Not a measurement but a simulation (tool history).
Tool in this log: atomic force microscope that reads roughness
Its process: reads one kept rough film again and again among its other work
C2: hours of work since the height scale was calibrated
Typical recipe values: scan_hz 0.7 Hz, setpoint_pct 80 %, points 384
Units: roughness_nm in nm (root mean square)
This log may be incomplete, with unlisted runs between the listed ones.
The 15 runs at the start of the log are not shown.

{"run": 16, "day": 12.358, "scan_hz": 2.419, "setpoint_pct": 80, "points": 384, "pictures with this tip": 90, "C2": 696, "roughness_nm": 1.977}
{"day": 12.617, "done": "new tip fitted"}
{"run": 17, "day": 13.458, "scan_hz": 2.419, "setpoint_pct": 80, "points": 384, "pictures with this tip": 17, "C2": 709, "roughness_nm": 1.99}
{"run": 18, "day": 14.471, "scan_hz": 2.419, "setpoint_pct": 80, "points": 384, "pictures with this tip": 38, "C2": 721, "roughness_nm": 1.976}
{"run": 19, "day": 15.104, "scan_hz": 1.48, "setpoint_pct": 65, "points": 475, "pictures with this tip": 51, "C2": 729, "roughness_nm": 2.25}
{"run": 20, "day": 15.829, "scan_hz": 1.48, "setpoint_pct": 65, "points": 475, "pictures with this tip": 66, "C2": 738, "roughness_nm": 2.239}
{"run": 21, "day": 16.779, "scan_hz": 1.48, "setpoint_pct": 65, "points": 475, "pictures with this tip": 85, "C2": 749, "roughness_nm": 2.252}
{"day": 17.204, "done": "new tip fitted"}
{"run": 22, "day": 17.704, "scan_hz": 0.869, "setpoint_pct": 80, "points": 384, "pictures with this tip": 10, "C2": 760, "roughness_nm": 2.209}
{"run": 23, "day": 18.212, "scan_hz": 3.821, "setpoint_pct": 62, "points": 654, "pictures with this tip": 21, "C2": 766, "roughness_nm": 2.127}
{"run": 24, "day": 19.104, "scan_hz": 2.181, "setpoint_pct": 77, "points": 377, "pictures with this tip": 39, "C2": 777, "roughness_nm": 2.045}
{"run": 25, "day": 19.817, "scan_hz": 2.944, "setpoint_pct": 77, "points": 377, "pictures with this tip": 54, "C2": 786, "roughness_nm": 1.969}
{"run": 26, "day": 20.792, "scan_hz": 2.687, "setpoint_pct": 58, "points": 937, "pictures with this tip": 74, "C2": 797, "roughness_nm": 2.238}
{"run": 27, "day": 21.592, "scan_hz": 2.687, "setpoint_pct": 76, "points": 631, "pictures with this tip": 90, "C2": 807, "roughness_nm": 1.999}
{"day": 21.779, "done": "new tip fitted"}
{"run": 28, "day": 22.738, "scan_hz": 1.46, "setpoint_pct": 80, "points": 456, "pictures with this tip": 20, "C2": 821, "roughness_nm": 2.117}
{"run": 29, "day": 23.283, "scan_hz": 1.46, "setpoint_pct": 80, "points": 456, "pictures with this tip": 31, "C2": 827, "roughness_nm": 2.127}
{"run": 30, "day": 24.333, "scan_hz": 1.159, "setpoint_pct": 59, "points": 726, "pictures with this tip": 52, "C2": 840, "roughness_nm": 2.313}

Consider 3 possible next runs. They are alternatives, not a sequence: every one starts from the tool as it was left by run 30. What does each give?
{"run": "A", "day": 25.108, "scan_hz": 0.898, "setpoint_pct": 60, "points": 257, "pictures with this tip": 68, "C2": 849, "roughness_nm": "?"}
{"run": "B", "day": 25.108, "scan_hz": 0.583, "setpoint_pct": 59, "points": 726, "pictures with this tip": 68, "C2": 849, "roughness_nm": "?"}
{"run": "C", "day": 25.108, "scan_hz": 1.032, "setpoint_pct": 63, "points": 919, "pictures with this tip": 68, "C2": 849, "roughness_nm": "?"}

run=A roughness_nm=2.284
run=B roughness_nm=2.325
run=C roughness_nm=2.295
Stripped of hidden state, with their random variation kept, the same runs would have yielded:
run=A roughness_nm=2.293
run=B roughness_nm=2.334
run=C roughness_nm=2.303

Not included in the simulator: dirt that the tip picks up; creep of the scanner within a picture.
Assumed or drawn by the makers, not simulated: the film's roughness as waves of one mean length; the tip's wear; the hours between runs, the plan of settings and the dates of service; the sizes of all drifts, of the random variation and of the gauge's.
